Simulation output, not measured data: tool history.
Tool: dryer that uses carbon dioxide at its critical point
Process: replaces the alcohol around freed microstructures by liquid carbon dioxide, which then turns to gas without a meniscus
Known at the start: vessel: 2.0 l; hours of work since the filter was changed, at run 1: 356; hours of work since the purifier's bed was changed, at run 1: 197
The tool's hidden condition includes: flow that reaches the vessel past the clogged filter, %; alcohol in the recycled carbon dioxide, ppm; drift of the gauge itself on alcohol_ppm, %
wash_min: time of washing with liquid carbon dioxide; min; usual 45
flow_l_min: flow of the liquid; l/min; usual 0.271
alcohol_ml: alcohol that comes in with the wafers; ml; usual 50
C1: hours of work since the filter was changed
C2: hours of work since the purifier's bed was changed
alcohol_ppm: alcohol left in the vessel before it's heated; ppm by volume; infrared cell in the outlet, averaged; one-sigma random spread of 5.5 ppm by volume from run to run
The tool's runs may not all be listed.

run 1 hour=0 | wash_min=45 flow_l_min=0.271 alcohol_ml=50 | C1=356 C2=197 | alcohol_ppm=367
run 2 hour=12.8 | wash_min=45 flow_l_min=0.271 alcohol_ml=50 | C1=361 C2=202 | alcohol_ppm=385
run 3 hour=25.1 | wash_min=45 flow_l_min=0.271 alcohol_ml=50 | C1=366 C2=207 | alcohol_ppm=380
-- hour=33.9 inlet filter changed
run 4 hour=34.3 | wash_min=45 flow_l_min=0.271 alcohol_ml=50 | C1=0 C2=211 | alcohol_ppm=173
run 5 hour=49.2 | wash_min=45 flow_l_min=0.271 alcohol_ml=50 | C1=6 C2=217 | alcohol_ppm=182
run 6 hour=56.9 | wash_min=56 flow_l_min=0.271 alcohol_ml=50 | C1=9 C2=220 | alcohol_ppm=72
run 7 hour=69.5 | wash_min=49 flow_l_min=0.271 alcohol_ml=50 | C1=14 C2=225 | alcohol_ppm=128
run 8 hour=80.4 | wash_min=45 flow_l_min=0.271 alcohol_ml=50 | C1=19 C2=229 | alcohol_ppm=189
run 9 hour=95.9 | wash_min=45 flow_l_min=0.271 alcohol_ml=50 | C1=25 C2=235 | alcohol_ppm=190
run 10 hour=110.2 | wash_min=45 flow_l_min=0.417 alcohol_ml=50 | C1=31 C2=241 | alcohol_ppm=47
run 11 hour=117.2 | wash_min=45 flow_l_min=0.417 alcohol_ml=50 | C1=33 C2=244 | alcohol_ppm=42
run 12 hour=130.6 | wash_min=53 flow_l_min=0.271 alcohol_ml=50 | C1=39 C2=249 | alcohol_ppm=92
run 13 hour=145.5 | wash_min=53 flow_l_min=0.424 alcohol_ml=50 | C1=45 C2=255 | alcohol_ppm=29
run 14 hour=161.7 | wash_min=45 flow_l_min=0.271 alcohol_ml=50 | C1=51 C2=262 | alcohol_ppm=209
run 15 hour=169.3 | wash_min=58 flow_l_min=0.271 alcohol_ml=50 | C1=54 C2=265 | alcohol_ppm=70
run 16 hour=176.4 | wash_min=37 flow_l_min=0.271 alcohol_ml=50 | C1=57 C2=268 | alcohol_ppm=432
run 17 hour=192.3 | wash_min=45 flow_l_min=0.194 alcohol_ml=50 | C1=64 C2=274 | alcohol_ppm=815
run 18 hour=208.4 | wash_min=45 flow_l_min=0.182 alcohol_ml=50 | C1=70 C2=281 | alcohol_ppm=983
run 19 hour=223.2 | wash_min=45 flow_l_min=0.182 alcohol_ml=50 | C1=76 C2=287 | alcohol_ppm=1024
run 20 hour=234 | wash_min=57 flow_l_min=0.182 alcohol_ml=50 | C1=80 C2=291 | alcohol_ppm=452
run 21 hour=248.6 | wash_min=57 flow_l_min=0.182 alcohol_ml=50 | C1=86 C2=297 | alcohol_ppm=466
run 22 hour=263.6 | wash_min=57 flow_l_min=0.182 alcohol_ml=50 | C1=92 C2=303 | alcohol_ppm=467
run 23 hour=272.7 | wash_min=27 flow_l_min=0.452 alcohol_ml=50 | C1=96 C2=306 | alcohol_ppm=193
run 24 hour=282.7 | wash_min=27 flow_l_min=0.452 alcohol_ml=50 | C1=100 C2=310 | alcohol_ppm=203
run 25 hour=299.8 | wash_min=27 flow_l_min=0.452 alcohol_ml=50 | C1=107 C2=317 | alcohol_ppm=200
run 26 hour=311.8 | wash_min=45 flow_l_min=0.271 alcohol_ml=41 | C1=112 C2=322 | alcohol_ppm=200
run 27 hour=323.5 | wash_min=30 flow_l_min=0.171 alcohol_ml=67 | C1=116 C2=327 | alcohol_ppm=4570
run 28 hour=333.7 | wash_min=48 flow_l_min=0.277 alcohol_ml=72 | C1=120 C2=331 | alcohol_ppm=210
run 29 hour=342.4 | wash_min=45 flow_l_min=0.271 alcohol_ml=54 | C1=124 C2=334 | alcohol_ppm=260
run 30 hour=353.3 | wash_min=45 flow_l_min=0.271 alcohol_ml=54 | C1=128 C2=339 | alcohol_ppm=259
run 31 hour=368.2 | wash_min=34 flow_l_min=0.319 alcohol_ml=55 | C1=134 C2=345 | alcohol_ppm=412
run 32 hour=377.8 | wash_min=29 flow_l_min=0.319 alcohol_ml=55 | C1=138 C2=349 | alcohol_ppm=727
run 33 hour=384.9 | wash_min=57 flow_l_min=0.22 alcohol_ml=22 | C1=141 C2=351 | alcohol_ppm=128
run 34 hour=394.4 | wash_min=71 flow_l_min=0.22 alcohol_ml=21 | C1=145 C2=355 | alcohol_ppm=65
run 35 hour=409.4 | wash_min=71 flow_l_min=0.22 alcohol_ml=21 | C1=151 C2=361 | alcohol_ppm=68
run 36 hour=426.6 | wash_min=71 flow_l_min=0.22 alcohol_ml=21 | C1=158 C2=368 | alcohol_ppm=69
run 37 hour=436.8 | wash_min=45 flow_l_min=0.34 alcohol_ml=50 | C1=162 C2=372 | alcohol_ppm=108
run 38 hour=453.9 | wash_min=50 flow_l_min=0.271 alcohol_ml=50 | C1=169 C2=379 | alcohol_ppm=181
run 39 hour=465.7 | wash_min=55 flow_l_min=0.271 alcohol_ml=50 | C1=173 C2=384 | alcohol_ppm=133
run 40 hour=480.7 | wash_min=69 flow_l_min=0.271 alcohol_ml=100 | C1=179 C2=390 | alcohol_ppm=78
run 41 hour=495.3 | wash_min=69 flow_l_min=0.246 alcohol_ml=58 | C1=185 C2=396 | alcohol_ppm=99
run 42 hour=506.8 | wash_min=69 flow_l_min=0.246 alcohol_ml=58 | C1=190 C2=400 | alcohol_ppm=88
run 43 hour=519.9 | wash_min=44 flow_l_min=0.243 alcohol_ml=76 | C1=195 C2=406 | alcohol_ppm=707

Some steps in alcohol_ppm between neighbouring runs. How much of each would the tool show without its hidden state too (settings, what came in, random variation), and how much is left for the hidden state, with any gauge scatter that isn't in both results?
Run 3 -> 4: inlet filter changed. alcohol_ppm -207 ppm by volume: hidden state -206, all else -1.
Run 26 -> 27: wash_min 45 -> 30, flow_l_min 0.271 -> 0.171, alcohol_ml 41 -> 67. alcohol_ppm +4370 ppm by volume: hidden state +466, all else +3904.
Run 27 -> 28: wash_min 30 -> 48, flow_l_min 0.171 -> 0.277, alcohol_ml 67 -> 72. alcohol_ppm -4360 ppm by volume: hidden state -456, all else -3904.
Run 42 -> 43: wash_min 69 -> 44, flow_l_min 0.246 -> 0.243, alcohol_ml 58 -> 76. alcohol_ppm +619 ppm by volume: hidden state +205, all else +414.
